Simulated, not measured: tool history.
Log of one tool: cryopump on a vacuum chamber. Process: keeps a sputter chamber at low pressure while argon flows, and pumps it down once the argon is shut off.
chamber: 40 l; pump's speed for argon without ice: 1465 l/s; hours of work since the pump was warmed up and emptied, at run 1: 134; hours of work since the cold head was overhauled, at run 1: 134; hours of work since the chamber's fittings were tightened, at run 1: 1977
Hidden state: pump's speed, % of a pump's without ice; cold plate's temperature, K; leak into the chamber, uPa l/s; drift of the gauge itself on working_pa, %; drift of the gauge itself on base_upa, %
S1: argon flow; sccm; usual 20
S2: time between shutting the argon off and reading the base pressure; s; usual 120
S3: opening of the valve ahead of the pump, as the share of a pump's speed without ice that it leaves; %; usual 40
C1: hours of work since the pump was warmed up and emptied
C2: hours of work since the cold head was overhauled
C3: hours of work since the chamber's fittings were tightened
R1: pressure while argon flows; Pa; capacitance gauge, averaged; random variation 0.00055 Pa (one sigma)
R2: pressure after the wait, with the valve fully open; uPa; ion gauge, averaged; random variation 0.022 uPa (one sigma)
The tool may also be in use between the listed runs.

run,hour,S1,S2,S3,C1,C2,C3,R1,R2
1,0,20,120,40,134,134,1977,0.0605,1.28
2,32.9,20,120,40,151,151,1994,0.0597,1.32
3,55,20,120,40,162,162,2006,0.0607,1.31
4,79.2,20,120,40,175,175,2018,0.061,1.34
5,113.6,20,120,15,192,192,2036,0.1575,1.3
6,143.5,28,96,31,208,208,2052,0.1095,1.44
7,162,9,176,55,217,217,2061,0.0205,1.2
8,196.3,20,227,24,235,235,2079,0.1007,1.17
9,231.8,20,120,15,253,253,2097,0.1591,1.4
10,254.2,17,148,20,265,265,2109,0.1011,1.29

Forecast each of these 5 alternatives for the next run:
A,273.2,17,83,20,275,275,2119,?,?
B,273.2,10,148,29,275,275,2119,?,?
C,273.2,16,148,17,275,275,2119,?,?
D,273.2,22,249,31,275,275,2119,?,?
E,273.2,23,171,23,275,275,2119,?,?

run,R1,R2
A,0.1012,1.57
B,0.0422,1.36
C,0.1128,1.31
D,0.086,1.18
E,0.1211,1.28
Without the tool's hidden state the same runs would have given:
run,R1,R2
A,0.097,0.81
B,0.0397,0.58
C,0.1089,0.54
D,0.0806,0.41
E,0.1155,0.52
